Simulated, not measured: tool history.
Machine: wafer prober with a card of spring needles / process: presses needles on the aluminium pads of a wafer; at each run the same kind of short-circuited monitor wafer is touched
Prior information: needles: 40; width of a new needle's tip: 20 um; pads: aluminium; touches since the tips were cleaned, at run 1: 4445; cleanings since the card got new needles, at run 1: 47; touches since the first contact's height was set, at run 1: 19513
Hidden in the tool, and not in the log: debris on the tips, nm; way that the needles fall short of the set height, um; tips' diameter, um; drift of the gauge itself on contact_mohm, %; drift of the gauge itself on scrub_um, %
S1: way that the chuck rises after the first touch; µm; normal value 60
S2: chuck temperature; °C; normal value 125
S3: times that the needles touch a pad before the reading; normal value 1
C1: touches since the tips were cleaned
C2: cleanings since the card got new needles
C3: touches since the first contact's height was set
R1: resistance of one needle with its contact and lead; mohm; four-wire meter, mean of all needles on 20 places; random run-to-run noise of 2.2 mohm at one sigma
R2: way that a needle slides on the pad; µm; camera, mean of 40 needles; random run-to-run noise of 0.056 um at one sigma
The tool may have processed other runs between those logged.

run	day	S1	S2	S3	C1	C2	C3	R1	R2
1	0.000	60	125	1	4445	47	19513	539	14.84
# day 0.083: tips cleaned on abrasive film
2	0.458	60	125	2	2997	48	23135	376	14.91
# day 0.742: tips cleaned on abrasive film
# day 1.379: tips cleaned on abrasive film
3	1.425	60	125	2	366	50	30815	271	14.78
# day 2.088: tips cleaned on abrasive film
4	2.392	60	125	2	2453	51	38520	356	14.75
# day 2.792: tips cleaned on abrasive film
5	3.088	60	125	2	2376	52	44044	363	14.63
# day 3.479: tips cleaned on abrasive film
6	3.650	48	125	2	1353	53	48515	386	11.68
# day 4.162: tips cleaned on abrasive film
7	4.667	48	125	2	4030	54	56620	520	11.72
# day 4.821: tips cleaned on abrasive film
8	5.421	48	125	2	4772	55	62600	552	11.60
# day 5.471: tips cleaned on abrasive film
# day 6.146: tips cleaned on abrasive film
9	6.379	63	52	2	1849	57	70206	324	15.18
# day 6.796: tips cleaned on abrasive film
10	6.796	40	65	1	0	58	73518	336	9.60
# day 7.471: tips cleaned on abrasive film
11	7.742	53	47	1	2174	59	81059	502	12.83

Describe how what the log doesn't record of the tool's condition differs between the last listed run preceding each entry between runs and the first listed run following it.
Between runs 1 and 2: tips cleaned on abrasive film (day 0.083)
  debris on the tips, nm: 117.4 -> 86.1; way that the needles fall short of the set height, um: 0.35 -> 0.48; tips' diameter, um: 21.98 -> 22.02
  measured minus no-state result, R1: +296 -> +132 mohm; R2: -0.09 -> -0.12 µm
Between runs 2 and 3: tips cleaned on abrasive film (day 0.742); tips cleaned on abrasive film (day 1.379)
  debris on the tips, nm: 86.1 -> 19.1; way that the needles fall short of the set height, um: 0.48 -> 0.68; tips' diameter, um: 22.02 -> 22.09
  measured minus no-state result, R1: +132 -> +32 mohm; R2: -0.12 -> -0.17 µm
Between runs 3 and 4: tips cleaned on abrasive film (day 2.088)
  debris on the tips, nm: 19.1 -> 78.3; way that the needles fall short of the set height, um: 0.68 -> 0.81; tips' diameter, um: 22.09 -> 22.14
  measured minus no-state result, R1: +32 -> +120 mohm; R2: -0.17 -> -0.21 µm
Between runs 4 and 5: tips cleaned on abrasive film (day 2.792)
  debris on the tips, nm: 78.3 -> 73.2; way that the needles fall short of the set height, um: 0.81 -> 0.92; tips' diameter, um: 22.14 -> 22.18
  measured minus no-state result, R1: +120 -> +117 mohm; R2: -0.21 -> -0.23 µm
Between runs 5 and 6: tips cleaned on abrasive film (day 3.479)
  debris on the tips, nm: 73.2 -> 52.4; way that the needles fall short of the set height, um: 0.92 -> 1.01; tips' diameter, um: 22.18 -> 22.21
  measured minus no-state result, R1: +117 -> +132 mohm; R2: -0.23 -> -0.25 µm
Between runs 6 and 7: tips cleaned on abrasive film (day 4.162)
  debris on the tips, nm: 52.4 -> 110.8; way that the needles fall short of the set height, um: 1.01 -> 1.14; tips' diameter, um: 22.21 -> 22.25
  measured minus no-state result, R1: +132 -> +271 mohm; R2: -0.25 -> -0.28 µm
Between runs 7 and 8: tips cleaned on abrasive film (day 4.821)
  debris on the tips, nm: 110.8 -> 122.5; way that the needles fall short of the set height, um: 1.14 -> 1.24; tips' diameter, um: 22.25 -> 22.29
  measured minus no-state result, R1: +271 -> +302 mohm; R2: -0.28 -> -0.31 µm
Between runs 8 and 9: tips cleaned on abrasive film (day 5.471); tips cleaned on abrasive film (day 6.146)
  debris on the tips, nm: 122.5 -> 58; way that the needles fall short of the set height, um: 1.24 -> 1.45; tips' diameter, um: 22.29 -> 22.36
  measured minus no-state result, R1: +302 -> +99 mohm; R2: -0.31 -> -0.36 µm
Between runs 9 and 10: tips cleaned on abrasive film (day 6.796)
  debris on the tips, nm: 58 -> 14.1; way that the needles fall short of the set height, um: 1.45 -> 1.53; tips' diameter, um: 22.36 -> 22.39
  measured minus no-state result, R1: +99 -> +98 mohm; R2: -0.36 -> -0.38 µm
Between runs 10 and 11: tips cleaned on abrasive film (day 7.471)
  debris on the tips, nm: 14.1 -> 70.2; way that the needles fall short of the set height, um: 1.53 -> 1.66; tips' diameter, um: 22.39 -> 22.43
  measured minus no-state result, R1: +98 -> +276 mohm; R2: -0.38 -> -0.42 µm
